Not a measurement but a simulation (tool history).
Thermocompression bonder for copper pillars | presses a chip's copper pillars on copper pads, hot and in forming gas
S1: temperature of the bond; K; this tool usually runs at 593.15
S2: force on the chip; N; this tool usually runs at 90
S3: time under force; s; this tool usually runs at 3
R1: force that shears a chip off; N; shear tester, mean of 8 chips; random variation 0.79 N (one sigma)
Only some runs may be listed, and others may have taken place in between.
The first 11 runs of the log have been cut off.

run,day,S1,S2,S3,R1
12,10.45,599.15,83,3,59.4
13,11.683,599.15,83,3,56.8
14,12.467,593.15,90,3,57.6
# day 12.654: forming gas filter changed
15,13.283,593.15,90,3,61.8
16,14.308,593.15,90,3,61.7
17,15.312,593.15,90,3,59.8
# day 15.696: force cell calibrated, once more
18,16.646,593.15,90,3,62.4
19,17.575,593.15,90,3,61.1
20,18.917,593.15,90,3,59.8
# day 19.033: forming gas filter changed
21,19.95,593.15,90,3,63.5
22,21.475,564.15,66,3,37.3
23,22.583,605.15,63,3,54.1
24,23.233,605.15,63,3,54.7
25,24.262,605.15,63,3,52.8
26,25.15,620.15,107,4,75.1
# day 25.404: forming gas filter changed
27,26.058,620.15,107,4,78.8
28,26.817,587.15,107,5,73.7
29,27.596,581.15,90,2,52.5
30,28.658,581.15,90,2,51.4
31,30.088,576.15,57,3,36.3
32,30.704,576.15,57,3,35.5
# day 31.746: forming gas filter changed
33,32.175,607.15,70,2,54.3
34,33.417,600.15,90,2,60.9

Expected results for the next run?
35,34.167,600.15,90,2,?

{"run 35": {"R1": 60.6}}
On a tool with no hidden condition, and with the same random variation, this run would have come out at R1 58.7 N.
